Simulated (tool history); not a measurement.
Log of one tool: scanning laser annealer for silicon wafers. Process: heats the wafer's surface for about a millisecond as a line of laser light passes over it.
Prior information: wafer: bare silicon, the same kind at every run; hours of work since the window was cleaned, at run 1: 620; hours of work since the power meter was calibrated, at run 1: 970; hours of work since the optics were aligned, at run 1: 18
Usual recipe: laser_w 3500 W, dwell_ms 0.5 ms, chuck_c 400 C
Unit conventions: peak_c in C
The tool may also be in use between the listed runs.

run	day	laser_w	dwell_ms	chuck_c	hours of work since the window was cleaned	hours of work since the power meter was calibrated	hours of work since the optics were aligned	peak_c
1	0	3500	0.5	400	620	970	18	1095
2	1.454	3284	0.5	400	636	986	34	1056
3	2.75	3284	0.5	400	650	1000	48	1057
4	4.746	3500	0.5	400	672	1022	70	1095
5	6.246	3500	0.5	400	688	1038	87	1094
6	7.867	3500	0.562	400	706	1056	104	1136
7	9.946	3500	0.562	400	728	1079	127	1133
8	11.8	3500	0.562	400	748	1099	147	1133
9	13.233	3500	0.5	400	764	1114	163	1090
10	15.108	3500	0.5	400	784	1135	183	1087
11	17.075	3500	0.5	400	806	1156	205	1086
12	19.046	3500	0.5	400	827	1178	226	1087
13	20.562	3500	0.5	400	844	1194	243	1086
14	22.321	3500	0.5	400	863	1214	262	1085
15	23.662	3500	0.5	400	878	1228	276	1086
16	25.533	3500	0.5	400	898	1249	297	1082
17	27.292	3500	0.5	400	917	1268	316	1084
18	29.396	3017	0.478	438	940	1291	339	1019
19	30.867	3017	0.478	438	956	1307	355	1018
20	31.842	3017	0.477	399	967	1317	366	977
# day 32.283: window over the wafer cleaned
21	33.792	3500	0.5	368	16	1338	386	1084
22	35.4	3800	0.5	428	34	1355	403	1198
23	36.833	3350	0.568	428	50	1371	419	1160
24	39.058	3234	0.5	400	74	1395	443	1066
25	40.729	3234	0.5	400	92	1413	462	1063
26	42.471	3500	0.522	437	111	1432	481	1164
27	44.188	3725	0.522	383	130	1451	499	1149
28	45.558	3725	0.522	383	145	1466	514	1151
29	46.717	3057	0.414	367	157	1479	527	939
30	48.525	3695	0.379	390	177	1498	547	1036
31	50.079	3695	0.379	390	194	1515	563	1036
32	51.558	3695	0.617	390	210	1531	580	1214
33	53.308	3304	0.402	371	229	1550	599	969
34	55.308	3304	0.402	371	251	1572	620	967

For each entry between runs, how does the tool's hidden state at the last listed run before it compare with that at the first listed run after it?
Between runs 20 and 21: window over the wafer cleaned (day 32.283)
  light that passes the window, % of a clean one's: 93.88 -> 99.65; laser's true power over the reading, %: -0.82 -> -0.83; width of the line over the set one, %: 1.63 -> 1.71
  measured value less the no-hidden-state value, peak_c: -43 -> -13 C
